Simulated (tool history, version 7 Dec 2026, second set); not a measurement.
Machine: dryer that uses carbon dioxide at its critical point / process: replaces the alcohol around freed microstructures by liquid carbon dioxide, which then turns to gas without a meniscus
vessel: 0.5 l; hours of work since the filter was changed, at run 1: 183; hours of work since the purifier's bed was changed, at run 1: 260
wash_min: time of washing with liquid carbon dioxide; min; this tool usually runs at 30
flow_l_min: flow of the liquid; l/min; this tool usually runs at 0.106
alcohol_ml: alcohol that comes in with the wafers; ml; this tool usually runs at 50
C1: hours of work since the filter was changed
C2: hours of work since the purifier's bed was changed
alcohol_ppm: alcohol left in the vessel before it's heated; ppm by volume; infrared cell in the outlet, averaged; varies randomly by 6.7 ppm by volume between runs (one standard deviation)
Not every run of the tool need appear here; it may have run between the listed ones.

Run 1, hour 0.0: usual settings; C1 183; C2 260. Result: alcohol_ppm 496 ppm by volume.
Run 2, hour 35.2: usual settings; C1 203; C2 280. Result: alcohol_ppm 513 ppm by volume.
Run 3, hour 82.1: usual settings but wash_min 20 min; C1 230; C2 306. Result: alcohol_ppm 3017 ppm by volume.
Run 4, hour 108.0: usual settings; C1 244; C2 321. Result: alcohol_ppm 591 ppm by volume.
Run 5, hour 158.0: usual settings; C1 272; C2 349. Result: alcohol_ppm 632 ppm by volume.
Run 6, hour 188.6: usual settings; C1 290; C2 366. Result: alcohol_ppm 656 ppm by volume.
Run 7, hour 217.4: usual settings; C1 306; C2 383. Result: alcohol_ppm 686 ppm by volume.
At hour 254.3: inlet filter changed.
Run 8, hour 254.3: usual settings but flow_l_min 0.094 l/min; C1 0; C2 403. Result: alcohol_ppm 676 ppm by volume.
Run 9, hour 278.1: usual settings but flow_l_min 0.094 l/min; C1 13; C2 416. Result: alcohol_ppm 701 ppm by volume.
Run 10, hour 320.7: usual settings but wash_min 33 min; C1 37; C2 440. Result: alcohol_ppm 267 ppm by volume.
Run 11, hour 350.3: usual settings but wash_min 33 min; C1 54; C2 457. Result: alcohol_ppm 272 ppm by volume.
Run 12, hour 392.2: usual settings but wash_min 33 min; C1 78; C2 481. Result: alcohol_ppm 294 ppm by volume.
Run 13, hour 441.0: usual settings but wash_min 33 min; C1 105; C2 508. Result: alcohol_ppm 328 ppm by volume.
Run 14, hour 465.7: usual settings but flow_l_min 0.158 l/min; C1 119; C2 522. Result: alcohol_ppm 115 ppm by volume.
Run 15, hour 507.8: usual settings but wash_min 22 min, flow_l_min 0.160 l/min, alcohol_ml 86 ml; C1 143; C2 546. Result: alcohol_ppm 435 ppm by volume.
Run 16, hour 555.8: usual settings but wash_min 22 min, flow_l_min 0.160 l/min, alcohol_ml 86 ml; C1 170; C2 573. Result: alcohol_ppm 470 ppm by volume.
Run 17, hour 611.0: usual settings but wash_min 22 min, flow_l_min 0.160 l/min, alcohol_ml 86 ml; C1 201; C2 604. Result: alcohol_ppm 505 ppm by volume.
Run 18, hour 656.4: usual settings but wash_min 22 min, flow_l_min 0.160 l/min, alcohol_ml 86 ml; C1 227; C2 630. Result: alcohol_ppm 532 ppm by volume.
Run 19, hour 704.3: usual settings but flow_l_min 0.130 l/min, alcohol_ml 28 ml; C1 254; C2 657. Result: alcohol_ppm 207 ppm by volume.
Run 20, hour 742.0: usual settings but wash_min 40 min, flow_l_min 0.085 l/min, alcohol_ml 74 ml; C1 275; C2 678. Result: alcohol_ppm 821 ppm by volume.
Run 21, hour 767.6: usual settings but wash_min 40 min, flow_l_min 0.085 l/min, alcohol_ml 74 ml; C1 290; C2 693. Result: alcohol_ppm 826 ppm by volume.
Run 22, hour 803.2: usual settings but wash_min 33 min, flow_l_min 0.138 l/min, alcohol_ml 73 ml; C1 310; C2 713. Result: alcohol_ppm 221 ppm by volume.
At hour 832.0: inlet filter changed.
Run 23, hour 856.7: usual settings but flow_l_min 0.172 l/min, alcohol_ml 74 ml; C1 14; C2 742. Result: alcohol_ppm 149 ppm by volume.
Run 24, hour 909.6: usual settings but wash_min 20 min, flow_l_min 0.172 l/min, alcohol_ml 82 ml; C1 44; C2 772. Result: alcohol_ppm 408 ppm by volume.
Run 25, hour 952.2: usual settings but flow_l_min 0.109 l/min; C1 68; C2 796. Result: alcohol_ppm 445 ppm by volume.
Run 26, hour 978.9: usual settings but flow_l_min 0.109 l/min; C1 83; C2 811. Result: alcohol_ppm 457 ppm by volume.
Run 27, hour 1025.5: usual settings but wash_min 28 min, flow_l_min 0.110 l/min, alcohol_ml 53 ml; C1 109; C2 838. Result: alcohol_ppm 647 ppm by volume.
Run 28, hour 1056.9: usual settings but wash_min 28 min, flow_l_min 0.110 l/min, alcohol_ml 53 ml; C1 127; C2 855. Result: alcohol_ppm 667 ppm by volume.

Predict each of these 4 candidate next runs independently; none follows another, all start after run 28:
Run A, hour 1092.9: usual settings but wash_min 41 min, flow_l_min 0.105 l/min, alcohol_ml 68 ml; C1 147; C2 876. Result: alcohol_ppm ?.
Run B, hour 1092.9: usual settings but wash_min 35 min, flow_l_min 0.069 l/min, alcohol_ml 23 ml; C1 147; C2 876. Result: alcohol_ppm ?.
Run C, hour 1092.9: usual settings but wash_min 20 min, flow_l_min 0.108 l/min, alcohol_ml 84 ml; C1 147; C2 876. Result: alcohol_ppm ?.
Run D, hour 1092.9: usual settings but wash_min 19 min, flow_l_min 0.066 l/min, alcohol_ml 48 ml; C1 147; C2 876. Result: alcohol_ppm ?.

run  alcohol_ppm
  A          251
  B         1033
  C         4197
  D        12144
The same runs, with their run-to-run variation unchanged, on a tool lacking any hidden condition would have given:
run  alcohol_ppm
  A           59
  B          665
  C         3145
  D        10422
